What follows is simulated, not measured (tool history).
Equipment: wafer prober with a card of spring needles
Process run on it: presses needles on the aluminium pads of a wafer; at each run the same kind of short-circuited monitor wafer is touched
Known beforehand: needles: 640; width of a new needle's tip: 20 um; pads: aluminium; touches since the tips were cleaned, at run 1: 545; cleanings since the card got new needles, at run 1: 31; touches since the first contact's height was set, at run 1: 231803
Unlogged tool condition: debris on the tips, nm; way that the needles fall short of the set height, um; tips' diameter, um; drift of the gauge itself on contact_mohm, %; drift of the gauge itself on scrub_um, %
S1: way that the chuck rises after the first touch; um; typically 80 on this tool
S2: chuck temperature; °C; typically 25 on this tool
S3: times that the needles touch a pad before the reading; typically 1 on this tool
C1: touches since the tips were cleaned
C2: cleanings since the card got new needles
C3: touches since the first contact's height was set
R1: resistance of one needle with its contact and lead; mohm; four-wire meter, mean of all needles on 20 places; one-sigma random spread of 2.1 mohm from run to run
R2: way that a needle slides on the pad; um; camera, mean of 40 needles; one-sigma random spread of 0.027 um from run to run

| run | day | S1 | S2 | S3 | C1 | C2 | C3 | R1 | R2 |
|---|---|---|---|---|---|---|---|---|---|
| 1 | 0.000 | 80 | 25 | 1 | 545 | 31 | 231803 | 245 | 13.82 |
|  | 0.600 | tips cleaned on abrasive film |
|  | 1.304 | tips cleaned on abrasive film |
| 2 | 1.325 | 80 | 25 | 1 | 252 | 33 | 245977 | 240 | 13.71 |
|  | 1.658 | height of the first contact set anew |
|  | 2.104 | tips cleaned on abrasive film |
| 3 | 2.438 | 80 | 25 | 1 | 3624 | 34 | 8371 | 282 | 13.30 |
|  | 2.850 | tips cleaned on abrasive film |
|  | 3.525 | tips cleaned on abrasive film |
| 4 | 3.700 | 80 | 25 | 1 | 1874 | 36 | 21822 | 263 | 13.27 |
|  | 4.212 | tips cleaned on abrasive film |
|  | 4.904 | tips cleaned on abrasive film |
| 5 | 5.038 | 80 | 91 | 1 | 1427 | 38 | 36120 | 271 | 13.23 |
|  | 5.558 | tips cleaned on abrasive film |
| 6 | 6.100 | 80 | 91 | 1 | 5826 | 39 | 47517 | 318 | 13.17 |
|  | 6.204 | tips cleaned on abrasive film |
|  | 6.904 | tips cleaned on abrasive film |
| 7 | 7.025 | 80 | 91 | 1 | 1283 | 41 | 57372 | 271 | 13.14 |
|  | 7.571 | tips cleaned on abrasive film |
|  | 8.267 | tips cleaned on abrasive film |
| 8 | 8.292 | 80 | 91 | 1 | 281 | 43 | 70903 | 259 | 13.11 |
|  | 8.950 | tips cleaned on abrasive film |
| 9 | 9.471 | 80 | 91 | 1 | 5600 | 44 | 83531 | 318 | 13.08 |
|  | 9.600 | tips cleaned on abrasive film |
|  | 10.275 | tips cleaned on abrasive film |
| 10 | 10.504 | 80 | 91 | 1 | 2475 | 46 | 94553 | 292 | 13.03 |
|  | 11.054 | tips cleaned on abrasive film |
| 11 | 11.483 | 74 | 25 | 1 | 4637 | 47 | 105065 | 314 | 11.90 |
|  | 11.800 | tips cleaned on abrasive film |
|  | 12.292 | height of the first contact set anew, once more |
|  | 12.479 | tips cleaned on abrasive film |
| 12 | 12.575 | 74 | 25 | 1 | 1036 | 49 | 3029 | 254 | 13.35 |
|  | 13.129 | tips cleaned on abrasive film |
|  | 13.862 | tips cleaned on abrasive film |
| 13 | 14.129 | 74 | 25 | 1 | 2827 | 51 | 19627 | 277 | 13.28 |
|  | 14.600 | tips cleaned on abrasive film |
|  | 15.296 | tips cleaned on abrasive film |
| 14 | 15.829 | 74 | 69 | 1 | 5722 | 53 | 37820 | 312 | 13.26 |
|  | 15.979 | tips cleaned on abrasive film |
|  | 16.625 | tips cleaned on abrasive film |
| 15 | 17.262 | 74 | 69 | 1 | 6825 | 55 | 53146 | 323 | 13.19 |
|  | 17.425 | tips cleaned on abrasive film |
|  | 18.154 | tips cleaned on abrasive film |
|  | 18.938 | tips cleaned on abrasive film |
| 16 | 19.171 | 74 | 69 | 1 | 2517 | 58 | 73570 | 289 | 13.09 |
|  | 19.662 | tips cleaned on abrasive film |
|  | 20.358 | tips cleaned on abrasive film |
|  | 21.071 | tips cleaned on abrasive film |
| 17 | 21.071 | 74 | 69 | 1 | 0 | 61 | 93831 | 251 | 13.07 |
|  | 21.733 | tips cleaned on abrasive film |
|  | 22.417 | tips cleaned on abrasive film |
| 18 | 22.846 | 84 | 66 | 1 | 4643 | 63 | 112852 | 288 | 14.84 |
|  | 23.171 | tips cleaned on abrasive film |
|  | 23.817 | tips cleaned on abrasive film |
| 19 | 24.012 | 97 | 38 | 1 | 2091 | 65 | 125307 | 258 | 17.14 |
|  | 24.579 | tips cleaned on abrasive film |
|  | 25.308 | tips cleaned on abrasive film |
| 20 | 25.950 | 97 | 38 | 1 | 6882 | 67 | 146029 | 288 | 17.12 |
|  | 26.075 | tips cleaned on abrasive film |
|  | 26.804 | tips cleaned on abrasive film |
|  | 27.575 | tips cleaned on abrasive film |
| 21 | 27.904 | 70 | 68 | 1 | 3532 | 70 | 166935 | 305 | 12.20 |
|  | 28.346 | tips cleaned on abrasive film |
|  | 29.050 | tips cleaned on abrasive film |
| 22 | 29.554 | 70 | 68 | 1 | 5426 | 72 | 184578 | 329 | 12.14 |
|  | 29.700 | tips cleaned on abrasive film |
|  | 30.446 | tips cleaned on abrasive film |
|  | 31.150 | tips cleaned on abrasive film |
| 23 | 31.446 | 84 | 68 | 1 | 3201 | 75 | 204801 | 288 | 14.61 |
|  | 31.946 | tips cleaned on abrasive film |
|  | 32.633 | tips cleaned on abrasive film |
|  | 33.396 | tips cleaned on abrasive film |
| 24 | 33.529 | 84 | 68 | 1 | 1423 | 78 | 227043 | 268 | 14.62 |
|  | 34.046 | tips cleaned on abrasive film |
|  | 34.733 | tips cleaned on abrasive film |
| 25 | 35.350 | 84 | 68 | 1 | 6601 | 80 | 246534 | 308 | 14.53 |
|  | 35.512 | tips cleaned on abrasive film |
|  | 35.688 | height of the first contact set anew |
|  | 36.238 | tips cleaned on abrasive film |
| 26 | 36.821 | 60 | 55 | 2 | 6280 | 82 | 12154 | 314 | 10.80 |
|  | 36.983 | tips cleaned on abrasive film |
|  | 37.646 | tips cleaned on abrasive film |
|  | 38.367 | tips cleaned on abrasive film |
| 27 | 38.971 | 62 | 82 | 1 | 6469 | 85 | 35134 | 370 | 11.07 |
|  | 39.133 | tips cleaned on abrasive film |
|  | 39.867 | tips cleaned on abrasive film |
| 28 | 40.475 | 84 | 116 | 2 | 6543 | 87 | 51228 | 288 | 14.96 |
|  | 40.638 | tips cleaned on abrasive film |
|  | 41.321 | tips cleaned on abrasive film |
|  | 42.004 | tips cleaned on abrasive film |
| 29 | 42.138 | 71 | 25 | 2 | 1449 | 90 | 68979 | 254 | 12.60 |

3 options for the next run, each taken on its own from the tool as it stands now. Forecast them:
|  | 42.721 | tips cleaned on abrasive film |
|  | 43.379 | tips cleaned on abrasive film |
| A | 43.533 | 98 | 25 | 1 | 1675 | 92 | 83898 | ? | ? |
|  | 42.721 | tips cleaned on abrasive film |
|  | 43.379 | tips cleaned on abrasive film |
| B | 43.533 | 65 | 51 | 3 | 1675 | 92 | 83898 | ? | ? |
|  | 42.721 | tips cleaned on abrasive film |
|  | 43.379 | tips cleaned on abrasive film |
| C | 43.533 | 94 | 40 | 2 | 1675 | 92 | 83898 | ? | ? |

| run | R1 | R2 |
|---|---|---|
| A | 250 | 17.39 |
| B | 256 | 11.46 |
| C | 251 | 16.72 |
With the hidden condition removed and each run's random variation left untouched, the same runs would have given:
| run | R1 | R2 |
|---|---|---|
| A | 225 | 17.64 |
| B | 236 | 11.70 |
| C | 234 | 16.97 |
